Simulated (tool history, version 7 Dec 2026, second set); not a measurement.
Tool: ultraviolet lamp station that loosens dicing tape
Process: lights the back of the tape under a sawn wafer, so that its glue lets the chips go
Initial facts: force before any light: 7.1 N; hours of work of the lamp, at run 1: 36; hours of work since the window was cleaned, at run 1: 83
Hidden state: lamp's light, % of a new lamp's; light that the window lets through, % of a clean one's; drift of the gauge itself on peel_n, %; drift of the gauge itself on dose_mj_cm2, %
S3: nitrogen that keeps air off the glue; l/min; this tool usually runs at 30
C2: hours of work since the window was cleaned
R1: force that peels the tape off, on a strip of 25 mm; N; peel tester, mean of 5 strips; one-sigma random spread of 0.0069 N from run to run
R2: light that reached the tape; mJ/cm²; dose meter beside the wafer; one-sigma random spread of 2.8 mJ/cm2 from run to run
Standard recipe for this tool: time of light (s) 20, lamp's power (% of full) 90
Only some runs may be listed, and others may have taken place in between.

{"run": 1, "hour": 0.0, "time of light (s)": 20, "lamp's power (% of full)": 90, "S3": 30, "hours of work of the lamp": 36, "C2": 83, "R1": 0.251, "R2": 376}
{"run": 2, "hour": 11.0, "time of light (s)": 20, "lamp's power (% of full)": 90, "S3": 30, "hours of work of the lamp": 44, "C2": 91, "R1": 0.241, "R2": 371}
{"run": 3, "hour": 19.7, "time of light (s)": 20, "lamp's power (% of full)": 86, "S3": 30, "hours of work of the lamp": 51, "C2": 98, "R1": 0.261, "R2": 357}
{"run": 4, "hour": 26.4, "time of light (s)": 20, "lamp's power (% of full)": 90, "S3": 30, "hours of work of the lamp": 56, "C2": 102, "R1": 0.264, "R2": 372}
{"run": 5, "hour": 37.1, "time of light (s)": 20, "lamp's power (% of full)": 90, "S3": 30, "hours of work of the lamp": 64, "C2": 110, "R1": 0.26, "R2": 368}
{"run": 6, "hour": 43.7, "time of light (s)": 20, "lamp's power (% of full)": 90, "S3": 30, "hours of work of the lamp": 68, "C2": 115, "R1": 0.258, "R2": 369}
{"run": 7, "hour": 51.0, "time of light (s)": 20, "lamp's power (% of full)": 90, "S3": 30, "hours of work of the lamp": 74, "C2": 120, "R1": 0.263, "R2": 370}
{"run": 8, "hour": 58.4, "time of light (s)": 20, "lamp's power (% of full)": 90, "S3": 30, "hours of work of the lamp": 79, "C2": 126, "R1": 0.263, "R2": 367}
{"run": 9, "hour": 63.8, "time of light (s)": 33, "lamp's power (% of full)": 90, "S3": 55, "hours of work of the lamp": 83, "C2": 130, "R1": 0.155, "R2": 609}
{"run": 10, "hour": 72.3, "time of light (s)": 23, "lamp's power (% of full)": 90, "S3": 14, "hours of work of the lamp": 89, "C2": 136, "R1": 0.351, "R2": 422}
{"run": 11, "hour": 83.5, "time of light (s)": 38, "lamp's power (% of full)": 90, "S3": 26, "hours of work of the lamp": 97, "C2": 144, "R1": 0.155, "R2": 701}
{"run": 12, "hour": 90.9, "time of light (s)": 27, "lamp's power (% of full)": 95, "S3": 30, "hours of work of the lamp": 103, "C2": 150, "R1": 0.17, "R2": 525}
{"run": 13, "hour": 102.9, "time of light (s)": 27, "lamp's power (% of full)": 95, "S3": 30, "hours of work of the lamp": 112, "C2": 158, "R1": 0.172, "R2": 518}

3 options for the next run, each taken on its own from the tool as it stands now. Forecast them:
{"run": "A", "hour": 113.0, "time of light (s)": 27, "lamp's power (% of full)": 95, "S3": 11, "hours of work of the lamp": 119, "C2": 166, "R1": "?", "R2": "?"}
{"run": "B", "hour": 113.0, "time of light (s)": 27, "lamp's power (% of full)": 78, "S3": 38, "hours of work of the lamp": 119, "C2": 166, "R1": "?", "R2": "?"}
{"run": "C", "hour": 113.0, "time of light (s)": 32, "lamp's power (% of full)": 90, "S3": 30, "hours of work of the lamp": 119, "C2": 166, "R1": "?", "R2": "?"}

run=A R1=0.292 R2=517
run=B R1=0.191 R2=426
run=C R1=0.159 R2=580
Had the tool no hidden state, the same runs would have come out as:
run=A R1=0.263 R2=549
run=B R1=0.181 R2=452
run=C R1=0.156 R2=615
